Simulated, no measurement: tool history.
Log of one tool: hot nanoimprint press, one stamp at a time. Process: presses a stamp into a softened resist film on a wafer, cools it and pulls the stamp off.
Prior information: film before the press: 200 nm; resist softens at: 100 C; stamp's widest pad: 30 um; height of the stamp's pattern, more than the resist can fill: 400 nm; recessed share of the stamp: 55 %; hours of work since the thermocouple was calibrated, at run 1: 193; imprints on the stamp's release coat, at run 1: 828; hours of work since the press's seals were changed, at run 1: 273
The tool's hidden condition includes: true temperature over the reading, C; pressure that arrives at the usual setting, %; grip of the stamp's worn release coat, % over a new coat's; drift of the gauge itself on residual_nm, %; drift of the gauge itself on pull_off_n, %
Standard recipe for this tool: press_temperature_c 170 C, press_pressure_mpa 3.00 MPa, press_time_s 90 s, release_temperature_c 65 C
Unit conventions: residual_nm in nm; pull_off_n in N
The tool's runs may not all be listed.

run	hour	press_temperature_c	press_pressure_mpa	press_time_s	release_temperature_c	hours of work since the thermocouple was calibrated	imprints on the stamp's release coat	hours of work since the press's seals were changed	residual_nm	pull_off_n
1	0.0	170	3.00	90	65	193	828	273	118.8	190
# hour 23.4: stamp cleaned and given a new release coat
2	52.4	170	3.00	90	65	212	80	293	118.2	190
3	99.7	170	3.00	90	65	232	209	312	118.4	193
4	155.1	170	3.00	90	65	255	361	335	117.9	188
5	186.1	170	3.00	90	65	268	446	348	117.6	195
6	227.5	159	3.00	90	65	285	559	365	170.4	193
7	276.1	170	3.00	90	65	305	692	386	117.7	192
8	313.8	159	3.00	90	65	321	795	401	169.8	194
# hour 351.1: stamp cleaned and given a new release coat
9	356.5	159	3.00	90	65	336	15	417	170.6	188
10	407.0	159	3.00	90	65	357	153	438	168.9	195
11	467.8	172	3.00	90	65	383	320	463	107.4	189
12	519.1	170	4.08	90	65	404	460	484	104.0	192
13	569.8	170	4.08	90	65	425	599	506	104.1	188
14	614.1	170	4.08	90	65	444	720	524	103.6	194
15	663.6	170	4.08	90	65	464	855	545	104.1	192
# hour 674.5: gauge calibrated
# hour 680.5: stamp cleaned and given a new release coat
# hour 709.8: plate thermocouple calibrated
16	721.1	175	4.00	90	65	5	103	565	83.7	193
17	764.7	169	4.00	99	63	23	222	583	108.0	195
18	806.9	179	2.83	90	65	40	337	601	80.1	193
19	851.2	179	2.83	90	65	59	459	619	79.0	192
20	899.5	159	4.64	72	62	79	591	639	164.3	195
21	957.3	159	4.64	72	62	103	749	663	162.9	200
22	990.4	159	4.64	164	62	117	839	677	137.9	197
# hour 1010.3: stamp cleaned and given a new release coat
23	1023.7	177	3.00	78	56	128	37	688	89.3	210
24	1062.6	177	2.91	179	56	144	143	705	64.9	212
25	1124.4	170	1.96	70	60	170	312	730	143.0	200
26	1186.0	170	1.96	70	60	196	481	756	143.0	204
27	1214.4	170	1.96	70	60	208	559	768	142.5	199
28	1251.1	178	3.91	70	52	223	659	783	78.6	218

Below are 5 alternative next runs, each starting from the tool's condition after run 28. Predict each:
A	1300.9	170	3.78	90	72	244	795	804	?	?
B	1300.9	178	3.11	70	54	244	795	804	?	?
C	1300.9	169	3.91	70	52	244	795	804	?	?
D	1300.9	181	2.77	90	60	244	795	804	?	?
E	1300.9	178	3.91	70	69	244	795	804	?	?

run	residual_nm	pull_off_n
A	107.3	180
B	87.1	210
C	119.8	213
D	71.8	197
E	79.0	180
The same runs, with their run-to-run variation unchanged, on a tool lacking any hidden condition would have given:
run	residual_nm	pull_off_n
A	109.6	180
B	89.0	209
C	122.4	212
D	73.3	196
E	80.7	180
